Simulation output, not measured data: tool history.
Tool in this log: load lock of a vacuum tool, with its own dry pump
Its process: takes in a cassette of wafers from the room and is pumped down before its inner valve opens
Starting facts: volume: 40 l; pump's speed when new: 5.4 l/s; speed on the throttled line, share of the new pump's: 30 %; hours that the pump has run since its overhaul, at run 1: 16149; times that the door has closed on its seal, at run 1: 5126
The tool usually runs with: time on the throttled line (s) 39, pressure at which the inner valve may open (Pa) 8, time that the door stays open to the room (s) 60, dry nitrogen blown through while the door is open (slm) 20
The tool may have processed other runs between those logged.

run     hour  time on the throttled line (s)  pressure at which the inner valve may open (Pa)  time that the door stays open to the room (s)  dry nitrogen blown through while the door is open (slm)  hours that the pump has run since its overhaul  times that the door has closed on its seal  incoming humidity of the room's air, %  time from the closed door until the inner valve may open (s)  rise of the pressure with all valves shut (Pa/min)
  1        0                              39                                                8                                             60                                                       20                                           16149                                        5126                                    47.9                                                         117.4                                               0.037
  2      469                              39                                                8                                             60                                                       20                                           16618                                        5997                                      44                                                         116.1                                               0.034
  3   1100.6                              39                                                8                                             60                                                       20                                           17250                                        7169                                    44.1                                                         118.1                                               0.037
      1528.3  -- dry pump taken out, an overhauled one fitted
  4   1709.5                              39                                                8                                             60                                                       20                                             181                                        8288                                    42.9                                                          96.9                                                0.04
  5     2000                              25                                                8                                             60                                                       20                                             472                                        8827                                    44.4                                                          87.5                                               0.048
  6   2503.7                              25                                                8                                            106                                                       20                                             975                                        9762                                    43.2                                                          89.1                                                0.05
  7   3140.4                              25                                                8                                            106                                                       20                                            1612                                       10944                                    45.5                                                          88.6                                               0.062
  8   3703.4                              25                                                8                                            106                                                       20                                            2175                                       11989                                    42.1                                                          89.7                                               0.059
  9   4081.3                              39                                                8                                             60                                                        5                                            2553                                       12691                                    44.3                                                         100.2                                               0.068
 10   4541.3                              39                                                8                                             60                                                        5                                            3013                                       13545                                    46.4                                                         100.2                                               0.069
 11   5160.2                              39                                               10                                             60                                                        5                                            3632                                       14693                                    41.8                                                          99.6                                               0.069
 12   5638.9                              39                                               10                                             60                                                        5                                            4111                                       15582                                    46.9                                                          99.3                                               0.076
 13   6225.9                              39                                               13                                             60                                                       20                                            4698                                       16672                                    46.1                                                          97.6                                               0.072
 14   6813.2                              39                                               13                                             60                                                       20                                            5285                                       17762                                    46.7                                                          98.2                                               0.069
 15   7251.7                              39                                               13                                             60                                                       20                                            5723                                       18576                                    44.5                                                          97.1                                               0.079
 16   7718.6                              39                                               11                                             46                                                       10                                            6190                                       19442                                    41.7                                                         100.4                                               0.087
 17   8210.8                              36                                                6                                            118                                                       20                                            6683                                       20356                                    46.1                                                         104.7                                                 0.1
 18   8572.4                              34                                                8                                             60                                                       20                                            7044                                       21027                                    43.5                                                         100.7                                               0.093
 19   9043.7                              37                                                8                                             60                                                        6                                            7515                                       21902                                    43.7                                                           102                                               0.102
 20   9631.7                              32                                                8                                            107                                                       20                                            8103                                       22993                                    41.3                                                          99.2                                               0.106
 21  10031.7                              32                                                8                                            107                                                       20                                            8503                                       23736                                    43.6                                                         100.3                                               0.117
 22  10656.6                              32                                                8                                             37                                                       33                                            9128                                       24896                                    45.2                                                         101.7                                               0.109
 23  10963.6                              65                                                8                                             60                                                        7                                            9435                                       25466                                    45.6                                                         123.1                                               0.126
 24  11588.2                              72                                               12                                             94                                                        7                                           10060                                       26625                                    41.9                                                         126.4                                               0.134
 25  11887.3                              72                                               12                                             94                                                        7                                           10359                                       27180                                    43.8                                                         125.2                                                0.14
 26  12370.6                              39                                               11                                             66                                                       20                                           10842                                       28077                                    43.4                                                           106                                                0.13
 27  13001.7                              39                                               11                                             66                                                       20                                           11473                                       29249                                    45.7                                                         105.6                                               0.141
 28  13651.4                              39                                                8                                             39                                                        7                                           12123                                       30455                                    45.7                                                         109.8                                               0.145
 29  14315.5                              39                                                8                                             39                                                        7                                           12787                                       31688                                    42.7                                                         112.6                                               0.158
 30  14973.8                              28                                                8                                             27                                                       42                                           13446                                       32910                                    46.6                                                         105.4                                               0.151

Predict each of these 5 candidate next runs independently; none follows another, all start after run 30:
  A  15472.8                              41                                               16                                             52                                                       20                                           13944                                       33836                                    46.9                                                             ?                                                   ?
  B  15472.8                              73                                                8                                             27                                                       42                                           13944                                       33836                                    46.1                                                             ?                                                   ?
  C  15472.8                              55                                                8                                            173                                                       14                                           13944                                       33836                                    41.5                                                             ?                                                   ?
  D  15472.8                              39                                                8                                            171                                                       32                                           13944                                       33836                                    45.5                                                             ?                                                   ?
  E  15472.8                              28                                                8                                             27                                                        4                                           13944                                       33836                                    47.2                                                             ?                                                   ?

run  time from the closed door until the inner valve may open (s)  rise of the pressure with all valves shut (Pa/min)
  A                                                         106.7                                               0.168
  B                                                         134.6                                               0.161
  C                                                         122.8                                               0.191
  D                                                           113                                               0.183
  E                                                         105.4                                                0.17
Without the tool's hidden state the same runs would have given:
run  time from the closed door until the inner valve may open (s)  rise of the pressure with all valves shut (Pa/min)
  A                                                          93.6                                               0.019
  B                                                         122.4                                               0.013
  C                                                         109.3                                               0.041
  D                                                          98.4                                               0.032
  E                                                            90                                               0.022
